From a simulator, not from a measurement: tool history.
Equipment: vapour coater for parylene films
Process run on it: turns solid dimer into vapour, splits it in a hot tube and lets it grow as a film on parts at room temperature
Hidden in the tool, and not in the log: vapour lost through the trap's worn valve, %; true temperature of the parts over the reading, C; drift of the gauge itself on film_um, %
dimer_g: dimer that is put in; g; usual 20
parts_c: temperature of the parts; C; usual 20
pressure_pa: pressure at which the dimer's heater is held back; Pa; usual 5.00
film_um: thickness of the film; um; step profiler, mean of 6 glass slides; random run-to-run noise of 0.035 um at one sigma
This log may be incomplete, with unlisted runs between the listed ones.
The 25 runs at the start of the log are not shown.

| run | hour | dimer_g | parts_c | pressure_pa | hours of work since the trap's valve was overhauled | hours of work since the table's thermometer was calibrated | film_um |
|---|---|---|---|---|---|---|---|
| 26 | 731.8 | 9 | 14 | 2.87 | 147 | 1247 | 5.88 |
| 27 | 755.7 | 14 | 13 | 3.06 | 161 | 1260 | 9.35 |
| 28 | 784.5 | 14 | 13 | 3.06 | 176 | 1276 | 9.25 |
| 29 | 809.1 | 27 | 20 | 5.00 | 190 | 1289 | 14.31 |
| 30 | 827.0 | 27 | 20 | 5.00 | 199 | 1299 | 14.33 |
| 31 | 857.2 | 29 | 15 | 3.93 | 216 | 1315 | 17.70 |
| 32 | 898.2 | 20 | 20 | 6.34 | 238 | 1338 | 10.18 |
|  | 905.9 | trap's valve overhauled |
| 33 | 920.6 | 20 | 20 | 9.70 | 8 | 1348 | 9.54 |
| 34 | 956.3 | 21 | 14 | 2.37 | 27 | 1367 | 14.03 |
| 35 | 979.1 | 11 | 20 | 2.06 | 40 | 1379 | 6.65 |

3 options for the next run, each taken on its own from the tool as it stands now. Forecast them:
| A | 1017.7 | 11 | 20 | 6.21 | 61 | 1400 | ? |
| B | 1017.7 | 27 | 20 | 5.00 | 61 | 1400 | ? |
| C | 1017.7 | 28 | 26 | 4.17 | 61 | 1400 | ? |

| run | film_um |
|---|---|
| A | 5.62 |
| B | 14.31 |
| C | 13.37 |
Stripped of hidden state, with their random variation kept, the same runs would have yielded:
| run | film_um |
|---|---|
| A | 5.74 |
| B | 14.63 |
| C | 13.67 |
